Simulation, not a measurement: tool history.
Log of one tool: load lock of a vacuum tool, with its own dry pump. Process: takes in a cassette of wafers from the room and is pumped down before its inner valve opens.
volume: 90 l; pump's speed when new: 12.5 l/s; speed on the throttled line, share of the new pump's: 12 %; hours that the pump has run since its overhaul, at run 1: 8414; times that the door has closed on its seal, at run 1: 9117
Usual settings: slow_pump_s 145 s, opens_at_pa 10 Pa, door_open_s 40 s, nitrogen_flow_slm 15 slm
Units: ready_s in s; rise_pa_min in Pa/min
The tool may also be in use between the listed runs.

run	hour	slow_pump_s	opens_at_pa	door_open_s	nitrogen_flow_slm	hours that the pump has run since its overhaul	times that the door has closed on its seal	incoming humidity of the room's air, %	ready_s	rise_pa_min
1	0	145	10	40	15	8414	9117	43.1	203.1	0.029
2	523.8	145	10	40	15	8938	10569	42.8	203	0.038
3	879.2	173	10	40	15	9294	11554	45.7	226.5	0.04
4	1315.8	173	10	40	15	9730	12764	44.7	226.1	0.045
5	1894.5	145	10	40	15	10309	14368	45.2	204.4	0.053
6	2406.9	145	10	40	15	10821	15789	44.5	204.5	0.059
7	3039.4	145	10	40	15	11454	17542	41.6	201.4	0.076
8	3354.2	145	10	40	15	11769	18414	48.9	203.5	0.077
9	3964.5	145	10	40	15	12379	20106	41.3	205.9	0.087
10	4583.6	145	10	40	15	12998	21822	46.6	206.5	0.097
11	5205.4	145	10	40	15	13620	23546	47.2	207.8	0.11
12	5542.1	145	17	40	15	13957	24479	44.5	202.1	0.108
13	5827.7	145	10	40	29	14242	25271	40.6	211.7	0.114
14	6220.5	101	10	40	15	14635	26360	43	169.8	0.128
15	6809.6	101	10	40	15	15224	27993	43.7	170.3	0.14
# hour 6854.1: door's seal changed, seat wiped
# hour 7116.8: dry pump taken out, an overhauled one fitted
16	7425.6	145	10	40	6	309	1567	42.1	194	0.017
17	7922.5	145	10	40	15	806	2945	43.9	195.8	0.009
18	8369.7	145	10	40	15	1253	4184	44.9	195.5	0.022
19	8802.6	145	10	40	15	1686	5384	42.4	196.1	0.017
20	9345.2	145	10	77	15	2228	6888	41.3	194.5	0.033
21	9606.2	202	10	40	15	2489	7612	45.1	248.4	0.031
22	10097.8	202	10	196	8	2981	8974	42.8	247	0.056
23	10368.8	108	8	214	4	3252	9726	42.4	166.2	0.061
24	10875.9	108	8	214	4	3759	11131	45.4	167.1	0.072
25	11395	108	8	48	6	4278	12570	45.2	167	0.048
26	12023.2	145	10	52	7	4906	14311	46.1	194.2	0.061
27	12374.1	145	10	52	7	5257	15284	42.9	197.8	0.061
28	12928.1	260	8	46	14	5811	16820	46.3	300	0.065
29	13469.6	274	17	82	13	6353	18321	42.1	303.8	0.08
30	13775.3	274	17	196	13	6659	19168	47.4	304.6	0.103
31	14356.8	85	10	212	15	7240	20780	45.7	147.3	0.109
32	14770.9	145	10	40	10	7654	21928	44.8	200.9	0.107
33	15221.8	145	10	40	10	8105	23178	41.2	201.1	0.105
34	15726.8	235	10	40	8	8610	24578	49.7	278.6	0.123
35	16315.6	75	18	40	8	9199	26210	45.5	135.5	0.133
36	16624.4	118	11	135	7	9508	27066	45.2	177.7	0.158
# hour 17037.4: door's seal changed, seat wiped
37	17100.3	118	11	38	7	9982	175	44	176.8	0.011
38	17671.1	118	11	38	7	10553	1757	43	175.9	0.013

3 ways to go on from here, each from the tool as it stands after run 38. What would each give?
A	18012.4	118	11	38	44	10894	2703	45.7	?	?
B	18012.4	270	10	40	8	10894	2703	43.9	?	?
C	18012.4	145	16	40	28	10894	2703	43.2	?	?

run	ready_s	rise_pa_min
A	177.2	0.007
B	308.3	0.014
C	197.4	0.011
Without the tool's hidden state the same runs would have given:
run	ready_s	rise_pa_min
A	169.4	0.003
B	302.9	0.009
C	190.5	0.006
